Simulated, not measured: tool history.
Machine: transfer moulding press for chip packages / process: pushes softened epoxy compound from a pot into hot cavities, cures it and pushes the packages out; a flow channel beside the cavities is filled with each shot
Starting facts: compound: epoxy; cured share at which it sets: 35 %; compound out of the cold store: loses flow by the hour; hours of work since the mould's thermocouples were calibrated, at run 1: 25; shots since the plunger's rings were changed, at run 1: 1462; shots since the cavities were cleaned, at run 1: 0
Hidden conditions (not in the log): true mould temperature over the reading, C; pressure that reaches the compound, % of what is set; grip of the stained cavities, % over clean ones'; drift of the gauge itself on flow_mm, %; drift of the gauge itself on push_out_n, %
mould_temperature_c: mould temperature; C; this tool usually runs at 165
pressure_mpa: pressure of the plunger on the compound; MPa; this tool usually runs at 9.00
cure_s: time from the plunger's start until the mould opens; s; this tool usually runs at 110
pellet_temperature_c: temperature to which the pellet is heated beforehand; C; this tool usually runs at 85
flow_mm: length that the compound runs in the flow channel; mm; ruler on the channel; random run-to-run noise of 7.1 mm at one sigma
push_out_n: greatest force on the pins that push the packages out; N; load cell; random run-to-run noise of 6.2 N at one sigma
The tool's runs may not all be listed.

run   hour  mould_temperature_c  pressure_mpa  cure_s  pellet_temperature_c  hours of work since the mould's thermocouples were calibrated  shots since the plunger's rings were changed  shots since the cavities were cleaned  incoming compound's hours out of the cold store  flow_mm  push_out_n
  1    0.0                  165          9.00     110                    85                                                             25                                          1462                                      0                                             23.5      850         253
  2   13.3                  165          9.00     110                    85                                                             31                                          1555                                     93                                             30.7      821         308
  3   22.3                  165          9.30     110                    85                                                             34                                          1617                                    155                                             30.4      833         360
  4   29.7                  165          9.30     110                    85                                                             37                                          1669                                    207                                             13.7      905         393
  5   41.5                  165          9.30     110                    85                                                             42                                          1750                                    288                                             47.0      764         392
  6   47.7                  165          9.30     110                    85                                                             45                                          1793                                    331                                             16.4      910         415
  7   56.9                  165          9.30     110                    85                                                             48                                          1857                                    395                                             40.6      804         424
      61.4  -- cavities cleaned with cleaning compound and waxed
  8   64.9                  165          9.30     110                    85                                                             51                                          1903                                     25                                             38.2      809         519
  9   78.2                  165          9.15     110                    85                                                             57                                          1995                                    117                                             47.1      752         520
 10   90.3                  165          9.15     110                    85                                                             62                                          2079                                    201                                             44.8      768         519
 11  100.1                  165          9.00     110                    85                                                             66                                          2146                                    268                                             38.5      777         547
 12  112.9                  172          9.00     110                    85                                                             71                                          2236                                    358                                             45.3      718         468
 13  120.1                  172          9.00     110                    85                                                             74                                          2285                                    407                                             14.2      853         476
     122.7  -- cavities cleaned with cleaning compound and waxed, once more
 14  131.6                  165          9.00     110                    85                                                             78                                          2355                                     62                                             44.6      756         288
 15  142.9                  165          9.00     110                    85                                                             83                                          2433                                    140                                             25.8      842         333
 16  152.5                  165          7.65     110                    85                                                             87                                          2500                                    207                                             12.3      822         367
 17  159.3                  165          9.00     144                    85                                                             89                                          2547                                    254                                             46.1      744         351
 18  165.8                  165          8.78     100                    85                                                             92                                          2592                                    299                                             14.9      854         465
 19  174.4                  169          8.57     110                    85                                                             96                                          2652                                    359                                             13.6      828         398
     184.3  -- cavities cleaned with cleaning compound and waxed
 20  185.0                  161         10.04     110                    81                                                             99                                          2715                                      5                                             29.3      884         306
 21  191.2                  161         10.04     110                    81                                                            102                                          2759                                     49                                             16.6      936         344
 22  198.3                  161         10.04     110                    81                                                            105                                          2808                                     98                                             18.9      934         384
 23  211.8                  161         10.04     110                    81                                                            110                                          2901                                    191                                             30.0      879         439
 24  218.7                  168          9.42     110                    85                                                            113                                          2949                                    239                                             15.5      883         361
 25  231.0                  168          9.42     110                    85                                                            118                                          3035                                    325                                             11.0      882         387
 26  243.4                  164          7.92     110                    90                                                            123                                          3121                                    411                                             37.1      722         441
     245.8  -- cavities cleaned with cleaning compound and waxed
 27  258.0                  170          7.92     143                    80                                                            129                                          3212                                     85                                             28.1      744         272
 28  269.8                  170          7.92     143                    80                                                            134                                          3294                                    167                                             10.8      805         319

Describe how what the log doesn't record of the tool's condition differs between the last listed run preceding each entry between runs and the first listed run following it.
After run 7, before run 8: cavities cleaned with cleaning compound and waxed (hour 61.4)
  pressure that reaches the compound, % of what is set: 93.55 -> 93.39; grip of the stained cavities, % over clean ones': 83.2 -> 123.1
  measured minus no-state result, flow_mm: -27 -> -28 mm; push_out_n: +197 -> +286 N
After run 13, before run 14: cavities cleaned with cleaning compound and waxed, once more (hour 122.7)
  true mould temperature over the reading, C: 0.03 -> 0.04; pressure that reaches the compound, % of what is set: 91.89 -> 91.6; grip of the stained cavities, % over clean ones': 122.1 -> 21.2
  measured minus no-state result, flow_mm: -37 -> -34 mm; push_out_n: +262 -> +49 N
After run 19, before run 20: cavities cleaned with cleaning compound and waxed (hour 184.3)
  pressure that reaches the compound, % of what is set: 90.47 -> 90.24; grip of the stained cavities, % over clean ones': 77.8 -> 3.5
  measured minus no-state result, flow_mm: -43 -> -47 mm; push_out_n: +172 -> +9 N
After run 26, before run 27: cavities cleaned with cleaning compound and waxed (hour 245.8)
  true mould temperature over the reading, C: 0.13 -> 0.14; pressure that reaches the compound, % of what is set: 88.75 -> 88.4; grip of the stained cavities, % over clean ones': 83.5 -> 26.9
  measured minus no-state result, flow_mm: -45 -> -48 mm; push_out_n: +202 -> +58 N
